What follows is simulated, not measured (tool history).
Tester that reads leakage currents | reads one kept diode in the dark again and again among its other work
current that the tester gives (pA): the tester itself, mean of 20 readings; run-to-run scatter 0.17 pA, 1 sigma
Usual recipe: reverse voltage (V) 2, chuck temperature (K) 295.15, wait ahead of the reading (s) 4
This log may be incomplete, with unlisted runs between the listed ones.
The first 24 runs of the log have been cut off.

| run | day | reverse voltage (V) | chuck temperature (K) | wait ahead of the reading (s) | current that the tester gives (pA) |
|---|---|---|---|---|---|
| 25 | 54.954 | 2 | 295.15 | 1.23 | 54.7 |
| 26 | 56.65 | 2 | 295.15 | 1.23 | 54.95 |
| 27 | 58.308 | 2 | 295.15 | 1.23 | 55.55 |
| 28 | 59.746 | 2 | 305.15 | 4 | 115.33 |
| 29 | 61.9 | 1.31 | 305.15 | 2.42 | 92.95 |
| 30 | 63.446 | 4.87 | 318.15 | 2.68 | 442.09 |
| 31 | 65.5 | 2.23 | 299.15 | 2.99 | 79.65 |
| 32 | 68.662 | 10.34 | 310.15 | 9.69 | 384.73 |
| 33 | 72.054 | 3.57 | 325.15 | 4 | 603.59 |
| 34 | 74.192 | 17 | 294.15 | 4 | 160.89 |
|  | 74.75 | tester calibrated |
| 35 | 76.088 | 2.15 | 295.15 | 1.76 | 61.36 |

Forecast each of these 4 alternatives for the next run:
| A | 79.479 | 1.54 | 298.15 | 1.76 | ? |
| B | 79.479 | 1.61 | 325.15 | 1.15 | ? |
| C | 79.479 | 5.92 | 301.15 | 1.76 | ? |
| D | 79.479 | 2.15 | 317.15 | 1.76 | ? |

| run | current that the tester gives (pA) |
|---|---|
| A | 64.58 |
| B | 419.01 |
| C | 162.06 |
| D | 287.39 |
With no hidden state in the tool, these same runs would have given:
| run | current that the tester gives (pA) |
|---|---|
| A | 58.71 |
| B | 388.4 |
| C | 147.11 |
| D | 265.13 |
